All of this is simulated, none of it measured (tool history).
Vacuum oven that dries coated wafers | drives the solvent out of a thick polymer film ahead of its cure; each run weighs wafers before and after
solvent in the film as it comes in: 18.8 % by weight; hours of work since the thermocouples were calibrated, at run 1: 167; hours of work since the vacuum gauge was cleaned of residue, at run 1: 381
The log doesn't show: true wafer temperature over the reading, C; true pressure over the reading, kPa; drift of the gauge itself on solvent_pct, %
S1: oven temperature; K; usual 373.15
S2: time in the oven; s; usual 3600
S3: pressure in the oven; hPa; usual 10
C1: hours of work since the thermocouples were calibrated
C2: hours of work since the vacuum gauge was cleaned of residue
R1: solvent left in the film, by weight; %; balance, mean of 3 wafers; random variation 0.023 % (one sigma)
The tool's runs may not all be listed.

{"run": 1, "day": 0.0, "S1": 373.15, "S2": 3600, "S3": 10, "C1": 167, "C2": 381, "R1": 1.86}
{"run": 2, "day": 0.312, "S1": 373.15, "S2": 3600, "S3": 10, "C1": 173, "C2": 386, "R1": 1.92}
{"run": 3, "day": 0.775, "S1": 373.15, "S2": 3600, "S3": 10, "C1": 181, "C2": 394, "R1": 1.91}
{"run": 4, "day": 1.092, "S1": 373.15, "S2": 3600, "S3": 7.2, "C1": 186, "C2": 400, "R1": 1.8}
{"run": 5, "day": 1.45, "S1": 373.15, "S2": 3600, "S3": 11.5, "C1": 192, "C2": 406, "R1": 1.92}
{"run": 6, "day": 2.046, "S1": 373.15, "S2": 3600, "S3": 11.5, "C1": 203, "C2": 417, "R1": 1.92}
{"run": 7, "day": 2.35, "S1": 373.15, "S2": 3600, "S3": 11.5, "C1": 208, "C2": 422, "R1": 1.9}
{"run": 8, "day": 2.704, "S1": 373.15, "S2": 4560, "S3": 11.5, "C1": 214, "C2": 428, "R1": 1.19}
{"run": 9, "day": 3.05, "S1": 373.15, "S2": 4560, "S3": 11.5, "C1": 220, "C2": 434, "R1": 1.18}
{"run": 10, "day": 3.446, "S1": 373.15, "S2": 4560, "S3": 11.5, "C1": 227, "C2": 441, "R1": 1.24}
{"run": 11, "day": 3.788, "S1": 373.15, "S2": 2040, "S3": 10, "C1": 233, "C2": 447, "R1": 4.58}
{"run": 12, "day": 4.304, "S1": 373.15, "S2": 2040, "S3": 10, "C1": 242, "C2": 456, "R1": 4.51}
{"run": 13, "day": 4.579, "S1": 381.15, "S2": 3600, "S3": 10, "C1": 247, "C2": 461, "R1": 0.69}
{"run": 14, "day": 4.996, "S1": 381.15, "S2": 3600, "S3": 10, "C1": 254, "C2": 468, "R1": 0.74}
{"day": 5.125, "done": "oven's thermocouples calibrated"}
{"run": 15, "day": 5.458, "S1": 381.15, "S2": 3600, "S3": 10, "C1": 6, "C2": 474, "R1": 0.74}
{"run": 16, "day": 5.908, "S1": 381.15, "S2": 3600, "S3": 10, "C1": 14, "C2": 482, "R1": 0.71}
{"run": 17, "day": 6.329, "S1": 373.15, "S2": 3600, "S3": 10, "C1": 21, "C2": 489, "R1": 1.95}
{"run": 18, "day": 6.879, "S1": 370.15, "S2": 5400, "S3": 24.9, "C1": 30, "C2": 499, "R1": 1.53}
{"run": 19, "day": 7.208, "S1": 379.15, "S2": 4560, "S3": 10, "C1": 36, "C2": 505, "R1": 0.52}
{"run": 20, "day": 7.775, "S1": 360.15, "S2": 1980, "S3": 6.4, "C1": 46, "C2": 515, "R1": 8.67}
{"run": 21, "day": 8.046, "S1": 385.15, "S2": 4440, "S3": 8.8, "C1": 51, "C2": 519, "R1": 0.27}
{"run": 22, "day": 8.542, "S1": 360.15, "S2": 3240, "S3": 8.8, "C1": 59, "C2": 528, "R1": 6.21}
{"day": 8.808, "done": "oven's thermocouples calibrated, once more"}
{"run": 23, "day": 9.133, "S1": 373.15, "S2": 2220, "S3": 10, "C1": 6, "C2": 537, "R1": 3.98}
{"run": 24, "day": 9.467, "S1": 373.15, "S2": 2220, "S3": 10, "C1": 11, "C2": 542, "R1": 4.02}
{"run": 25, "day": 10.079, "S1": 386.15, "S2": 2460, "S3": 6.5, "C1": 22, "C2": 553, "R1": 0.85}
{"run": 26, "day": 10.538, "S1": 375.15, "S2": 5220, "S3": 5.9, "C1": 30, "C2": 561, "R1": 0.56}
{"run": 27, "day": 10.838, "S1": 375.15, "S2": 5220, "S3": 5.9, "C1": 35, "C2": 566, "R1": 0.52}
{"run": 28, "day": 11.383, "S1": 366.15, "S2": 2040, "S3": 34.3, "C1": 45, "C2": 576, "R1": 7.03}
{"run": 29, "day": 11.767, "S1": 381.15, "S2": 3600, "S3": 39, "C1": 51, "C2": 582, "R1": 1.17}
{"run": 30, "day": 12.15, "S1": 386.15, "S2": 2160, "S3": 10, "C1": 58, "C2": 589, "R1": 1.26}
{"run": 31, "day": 12.679, "S1": 373.15, "S2": 4980, "S3": 14.3, "C1": 67, "C2": 598, "R1": 1.03}
{"run": 32, "day": 13.046, "S1": 363.15, "S2": 4680, "S3": 14.3, "C1": 74, "C2": 605, "R1": 3.23}
{"run": 33, "day": 13.583, "S1": 363.15, "S2": 5340, "S3": 6.3, "C1": 83, "C2": 614, "R1": 2.4}

How the hidden state differs across the entries between the runs, from the last listed run before each to the first after it:
Between runs 14 and 15: oven's thermocouples calibrated (day 5.125)
  true wafer temperature over the reading, C: -0.51 -> -0.73; true pressure over the reading, kPa: 0.064 -> 0.065
  measured less the result without the state, R1: +0.06 -> +0.08 %
Between runs 22 and 23: oven's thermocouples calibrated, once more (day 8.808)
  true wafer temperature over the reading, C: -0.8 -> -0.1; true pressure over the reading, kPa: 0.073 -> 0.074
  measured less the result without the state, R1: +0.28 -> +0.04 %
